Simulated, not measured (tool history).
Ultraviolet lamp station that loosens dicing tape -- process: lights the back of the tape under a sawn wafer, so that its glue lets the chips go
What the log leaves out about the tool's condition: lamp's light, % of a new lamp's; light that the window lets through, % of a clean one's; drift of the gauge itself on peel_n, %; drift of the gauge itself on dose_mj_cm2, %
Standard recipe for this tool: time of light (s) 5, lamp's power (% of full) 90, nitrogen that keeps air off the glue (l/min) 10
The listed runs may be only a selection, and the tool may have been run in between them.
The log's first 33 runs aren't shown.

run,hour,time of light (s),lamp's power (% of full),nitrogen that keeps air off the glue (l/min),hours of work of the lamp,hours of work since the window was cleaned,force that peels the tape off (N),light that reached the tape (mJ/cm2)
34,260.5,10,72,7,431,196,0.148,718
35,268.5,8,90,17,437,202,0.14,709
36,278.3,2,90,18,444,209,1.001,176
37,286.4,2,90,18,450,215,1.029,176
38,296.4,2,90,18,457,223,1.017,174
39,305.9,2,90,18,465,230,1.008,176
40,313.4,5,90,10,470,236,0.228,439
41,321,9,85,12,476,241,0.14,742
42,329.8,5,72,5,482,248,0.634,351
43,338.4,5,72,5,489,254,0.65,348
44,346.5,7,65,12,495,260,0.195,436

Forecast each of these 4 alternatives for the next run:
A,354,4,90,10,500,266,?,?
B,354,3,84,4,500,266,?,?
C,354,5,96,10,500,266,?,?
D,354,4,71,10,500,266,?,?

run,force that peels the tape off (N),light that reached the tape (mJ/cm2)
A,0.347,348
B,1.522,241
C,0.201,460
D,0.599,274
Had the tool no hidden state, the same runs would have come out as:
run,force that peels the tape off (N),light that reached the tape (mJ/cm2)
A,0.253,401
B,1.189,279
C,0.166,532
D,0.433,317
